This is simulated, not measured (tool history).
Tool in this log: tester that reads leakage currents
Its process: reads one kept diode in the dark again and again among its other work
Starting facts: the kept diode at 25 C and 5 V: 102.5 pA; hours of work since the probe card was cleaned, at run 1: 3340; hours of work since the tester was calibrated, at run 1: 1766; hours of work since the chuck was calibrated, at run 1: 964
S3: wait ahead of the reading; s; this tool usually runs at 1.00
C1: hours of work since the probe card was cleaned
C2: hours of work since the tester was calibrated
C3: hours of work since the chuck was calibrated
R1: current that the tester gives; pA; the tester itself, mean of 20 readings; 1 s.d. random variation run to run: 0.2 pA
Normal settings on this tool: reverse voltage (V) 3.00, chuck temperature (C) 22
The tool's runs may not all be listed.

run 1 hour=0.0 | reverse_voltage_(V)=3.00 chuck_temperature_(C)=22 S3=1.00 | C1=3340 C2=1766 C3=964 | R1=77.02
run 2 hour=71.1 | reverse_voltage_(V)=3.00 chuck_temperature_(C)=22 S3=1.00 | C1=3373 C2=1799 C3=997 | R1=77.07
run 3 hour=174.0 | reverse_voltage_(V)=6.65 chuck_temperature_(C)=22 S3=1.00 | C1=3421 C2=1846 C3=1044 | R1=116.71
run 4 hour=245.0 | reverse_voltage_(V)=6.65 chuck_temperature_(C)=22 S3=1.00 | C1=3454 C2=1879 C3=1077 | R1=117.36
run 5 hour=294.9 | reverse_voltage_(V)=3.00 chuck_temperature_(C)=22 S3=1.00 | C1=3477 C2=1902 C3=1101 | R1=76.89
run 6 hour=348.2 | reverse_voltage_(V)=3.00 chuck_temperature_(C)=22 S3=1.00 | C1=3501 C2=1927 C3=1125 | R1=77.53
run 7 hour=393.3 | reverse_voltage_(V)=3.00 chuck_temperature_(C)=21 S3=1.00 | C1=3522 C2=1948 C3=1146 | R1=72.65
run 8 hour=439.0 | reverse_voltage_(V)=3.00 chuck_temperature_(C)=21 S3=1.00 | C1=3544 C2=1969 C3=1167 | R1=72.91
run 9 hour=513.9 | reverse_voltage_(V)=3.00 chuck_temperature_(C)=22 S3=1.00 | C1=3578 C2=2004 C3=1202 | R1=78.00
run 10 hour=562.1 | reverse_voltage_(V)=3.00 chuck_temperature_(C)=22 S3=1.00 | C1=3601 C2=2026 C3=1224 | R1=78.30
run 11 hour=664.0 | reverse_voltage_(V)=3.00 chuck_temperature_(C)=22 S3=1.00 | C1=3648 C2=2074 C3=1272 | R1=78.28
run 12 hour=723.8 | reverse_voltage_(V)=3.00 chuck_temperature_(C)=22 S3=1.00 | C1=3676 C2=2101 C3=1299 | R1=78.62
run 13 hour=819.6 | reverse_voltage_(V)=3.00 chuck_temperature_(C)=22 S3=1.00 | C1=3720 C2=2146 C3=1344 | R1=78.51
-- hour=834.9 probe card cleaned and baked
run 14 hour=914.6 | reverse_voltage_(V)=3.00 chuck_temperature_(C)=22 S3=1.00 | C1=37 C2=2188 C3=1387 | R1=69.62
run 15 hour=1002.9 | reverse_voltage_(V)=3.00 chuck_temperature_(C)=22 S3=0.62 | C1=78 C2=2229 C3=1427 | R1=70.75
run 16 hour=1056.7 | reverse_voltage_(V)=3.00 chuck_temperature_(C)=22 S3=0.62 | C1=103 C2=2254 C3=1452 | R1=71.04
run 17 hour=1110.8 | reverse_voltage_(V)=3.00 chuck_temperature_(C)=22 S3=0.62 | C1=128 C2=2279 C3=1478 | R1=70.52
run 18 hour=1185.1 | reverse_voltage_(V)=1.24 chuck_temperature_(C)=22 S3=1.00 | C1=162 C2=2314 C3=1512 | R1=47.64
run 19 hour=1283.4 | reverse_voltage_(V)=1.24 chuck_temperature_(C)=22 S3=1.00 | C1=208 C2=2359 C3=1558 | R1=47.58
run 20 hour=1348.6 | reverse_voltage_(V)=1.24 chuck_temperature_(C)=22 S3=1.00 | C1=238 C2=2390 C3=1588 | R1=47.76
run 21 hour=1425.8 | reverse_voltage_(V)=1.27 chuck_temperature_(C)=59 S3=0.83 | C1=274 C2=2426 C3=1624 | R1=662.41
run 22 hour=1513.6 | reverse_voltage_(V)=1.27 chuck_temperature_(C)=59 S3=0.83 | C1=315 C2=2466 C3=1664 | R1=666.66
run 23 hour=1618.2 | reverse_voltage_(V)=1.27 chuck_temperature_(C)=59 S3=0.83 | C1=363 C2=2515 C3=1713 | R1=668.94
run 24 hour=1718.8 | reverse_voltage_(V)=1.27 chuck_temperature_(C)=59 S3=0.83 | C1=410 C2=2561 C3=1760 | R1=670.50
run 25 hour=1816.3 | reverse_voltage_(V)=9.29 chuck_temperature_(C)=32 S3=0.83 | C1=455 C2=2607 C3=1805 | R1=256.24
run 26 hour=1867.1 | reverse_voltage_(V)=9.29 chuck_temperature_(C)=32 S3=0.83 | C1=479 C2=2630 C3=1828 | R1=257.55

Consider 4 possible next runs. They are alternatives, not a sequence: every one starts from the tool as it was left by run 26. What does each give?
run A hour=1928.7 | reverse_voltage_(V)=12.60 chuck_temperature_(C)=32 S3=2.65 | C1=507 C2=2659 C3=1857 | R1=?
run B hour=1928.7 | reverse_voltage_(V)=3.00 chuck_temperature_(C)=22 S3=0.92 | C1=507 C2=2659 C3=1857 | R1=?
run C hour=1928.7 | reverse_voltage_(V)=5.50 chuck_temperature_(C)=32 S3=5.77 | C1=507 C2=2659 C3=1857 | R1=?
run D hour=1928.7 | reverse_voltage_(V)=9.29 chuck_temperature_(C)=30 S3=0.30 | C1=507 C2=2659 C3=1857 | R1=?

run=A R1=291.28
run=B R1=72.63
run=C R1=199.55
run=D R1=227.89
The same runs, with their run-to-run variation unchanged, on a tool lacking any hidden condition would have given:
run=A R1=265.56
run=B R1=65.93
run=C R1=183.07
run=D R1=208.54
